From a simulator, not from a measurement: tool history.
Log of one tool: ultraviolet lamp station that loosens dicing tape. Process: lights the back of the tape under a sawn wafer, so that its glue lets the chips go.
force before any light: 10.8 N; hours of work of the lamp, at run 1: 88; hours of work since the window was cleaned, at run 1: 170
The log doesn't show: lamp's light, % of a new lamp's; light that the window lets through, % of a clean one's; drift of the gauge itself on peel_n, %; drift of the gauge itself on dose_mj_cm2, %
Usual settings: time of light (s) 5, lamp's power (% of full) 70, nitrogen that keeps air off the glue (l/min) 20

run    hour  time of light (s)  lamp's power (% of full)  nitrogen that keeps air off the glue (l/min)  hours of work of the lamp  hours of work since the window was cleaned  force that peels the tape off (N)  light that reached the tape (mJ/cm²)
  1       0                  5                        70                                            20                         88                                         170                              1.459                                   515
  2    83.7                  5                        70                                            20                        142                                         224                              1.485                                   512
  3   148.6                  5                        70                                            20                        185                                         266                              1.573                                   509
  4   230.1                  5                        70                                            20                        238                                         319                              1.535                                   517
  5   293.8                  5                        70                                            20                        279                                         361                              1.507                                   514
  6   372.8                  5                        70                                            20                        330                                         412                              1.532                                   511
  7   435.3                  5                        70                                            20                        371                                         453                              1.562                                   517
  8   511.5                  5                        80                                            20                        421                                         502                              1.168                                   588
  9   581.2                  5                        80                                            20                        466                                         548                              1.204                                   584
 10   646.2                  5                        80                                            20                        508                                         590                              1.179                                   586
      682.9  -- window cleaned of glue's vapour
 11   686.5                  5                        80                                            20                        534                                           2                              1.157                                   589
 12   752.1                  5                        70                                            16                        577                                          45                              1.736                                   510
 13   792.9                  5                        70                                            16                        603                                          72                              1.663                                   511
 14   848.9                  5                        70                                            16                        640                                         108                              1.756                                   512
 15   930.4                  5                        70                                            16                        693                                         161                              1.789                                   504
 16   973.8                  5                        82                                            20                        721                                         189                              1.115                                   602
 17  1013.9                  4                        92                                            34                        747                                         215                              1.003                                   538
 18  1071.7                  9                        96                                            20                        785                                         253                              0.259                                  1262
 19  1111.7                  9                        96                                            20                        811                                         279                              0.257                                  1269
 20  1179.7                  9                        96                                            20                        855                                         323                              0.262                                  1260
 21  1270.4                  9                        96                                            20                        914                                         382                              0.249                                  1262
 22  1353.4                  4                        69                                            20                        968                                         436                              2.268                                   403
 23  1412.5                  5                        80                                            35                       1006                                         475                              0.827                                   588
 24  1485.9                  3                        65                                            10                       1054                                         522                              4.423                                   289
 25  1532.7                  5                        70                                            20                       1084                                         553                              1.563                                   510
 26  1611.7                  5                        70                                            20                       1136                                         604                              1.525                                   509
     1622.9  -- window cleaned of glue's vapour
 27  1699.4                  7                        95                                            30                       1192                                          50                              0.303                                   972
 28    1739                  4                        84                                            20                       1218                                          76                               1.64                                   492
 29  1798.4                  4                        78                                            25                       1257                                         114                              1.621                                   457
 30  1887.6                  4                        78                                            25                       1315                                         172                              1.596                                   453
 31  1955.5                  3                        97                                            25                       1359                                         216                              1.864                                   424

4 ways to go on from here, each from the tool as it stands after run 31. What would each give?
  A  2025.6                  5                        97                                            25                       1405                                         262                                  ?                                     ?
  B  2025.6                  9                        70                                            20                       1405                                         262                                  ?                                     ?
  C  2025.6                  4                        75                                            17                       1405                                         262                                  ?                                     ?
  D  2025.6                  4                        70                                            11                       1405                                         262                                  ?                                     ?

run  force that peels the tape off (N)  light that reached the tape (mJ/cm²)
  A                              0.696                                   712
  B                              0.457                                   918
  C                              2.172                                   436
  D                              2.961                                   409
Without the tool's hidden state the same runs would have given:
run  force that peels the tape off (N)  light that reached the tape (mJ/cm²)
  A                              0.692                                   713
  B                              0.455                                   921
  C                              2.164                                   437
  D                              2.951                                   410
